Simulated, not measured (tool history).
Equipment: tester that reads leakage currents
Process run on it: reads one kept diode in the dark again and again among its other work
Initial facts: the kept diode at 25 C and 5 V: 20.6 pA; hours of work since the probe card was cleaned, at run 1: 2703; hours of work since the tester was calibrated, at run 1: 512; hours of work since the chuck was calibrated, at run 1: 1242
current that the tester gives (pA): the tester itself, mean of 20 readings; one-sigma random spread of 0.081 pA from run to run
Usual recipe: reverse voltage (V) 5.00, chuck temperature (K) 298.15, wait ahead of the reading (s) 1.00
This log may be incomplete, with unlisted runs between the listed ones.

run	hour	reverse voltage (V)	chuck temperature (K)	wait ahead of the reading (s)	hours of work since the probe card was cleaned	hours of work since the tester was calibrated	hours of work since the chuck was calibrated	current that the tester gives (pA)
1	0.0	5.00	298.15	1.00	2703	512	1242	21.25
2	24.7	5.00	298.15	1.00	2714	523	1253	21.24
3	67.8	5.00	298.15	1.00	2734	542	1273	21.28
4	120.0	5.00	298.15	1.00	2757	565	1296	21.42
5	143.0	5.00	298.15	1.00	2768	576	1306	21.26
6	181.8	5.00	298.15	1.00	2785	593	1324	21.16
7	218.5	5.00	298.15	1.00	2802	610	1340	21.33
8	250.7	5.00	298.15	1.00	2816	624	1355	21.20
9	300.4	5.00	298.15	1.38	2838	647	1377	21.13
10	337.6	5.00	298.15	1.38	2855	663	1394	21.17
11	391.7	5.00	305.15	1.00	2880	688	1418	40.26
12	432.8	5.00	305.15	1.00	2898	706	1437	40.47
13	478.7	3.98	298.15	1.00	2919	727	1457	18.84
14	512.2	3.98	298.15	1.00	2934	742	1473	18.95
15	544.4	3.98	298.15	1.00	2948	756	1487	18.93
16	592.7	5.00	298.15	1.00	2970	778	1509	21.32
17	616.1	5.00	298.15	1.00	2981	789	1519	21.30
18	665.0	2.77	298.15	1.00	3002	811	1541	15.88
19	697.6	1.56	298.15	3.24	3017	825	1556	11.83
20	728.8	1.56	298.15	3.24	3031	839	1570	11.81
21	769.0	5.00	305.15	0.78	3049	857	1588	40.40
22	810.4	5.00	305.15	0.78	3068	876	1607	40.64
23	855.6	3.91	318.15	4.39	3088	896	1627	110.15
24	895.3	3.91	318.15	4.39	3106	914	1645	110.75
25	934.4	5.26	321.15	9.91	3124	932	1662	164.01
26	975.4	5.00	298.15	0.93	3142	950	1681	21.41
27	1001.1	5.00	298.15	0.93	3154	962	1692	21.29
28	1035.5	18.30	326.15	1.00	3169	977	1708	448.33
29	1065.0	6.19	311.15	0.34	3182	991	1721	77.00
30	1091.2	5.00	298.15	0.82	3194	1002	1733	21.50
31	1113.4	1.23	298.15	1.00	3204	1012	1743	10.74
32	1149.4	1.23	294.15	0.48	3220	1028	1759	7.59
33	1191.1	5.00	306.15	2.44	3239	1047	1778	43.53
34	1239.7	1.45	304.15	1.81	3261	1069	1800	19.96
35	1266.6	4.94	301.15	1.20	3273	1081	1812	27.73
36	1306.5	5.00	308.15	5.59	3291	1099	1830	52.38

Alternative continuations, all from the tool just after run 36; predict every row:
A	1344.1	3.44	302.15	3.00	3308	1116	1847	?
B	1344.1	16.51	308.15	0.84	3308	1116	1847	?
C	1344.1	5.00	326.15	1.00	3308	1116	1847	?
D	1344.1	5.61	295.15	0.92	3308	1116	1847	?

run	current that the tester gives (pA)
A	25.28
B	94.72
C	240.83
D	17.08
Take away the tool's hidden state, keep each run's random variation, and the runs would have read:
run	current that the tester gives (pA)
A	25.25
B	94.60
C	240.76
D	17.04
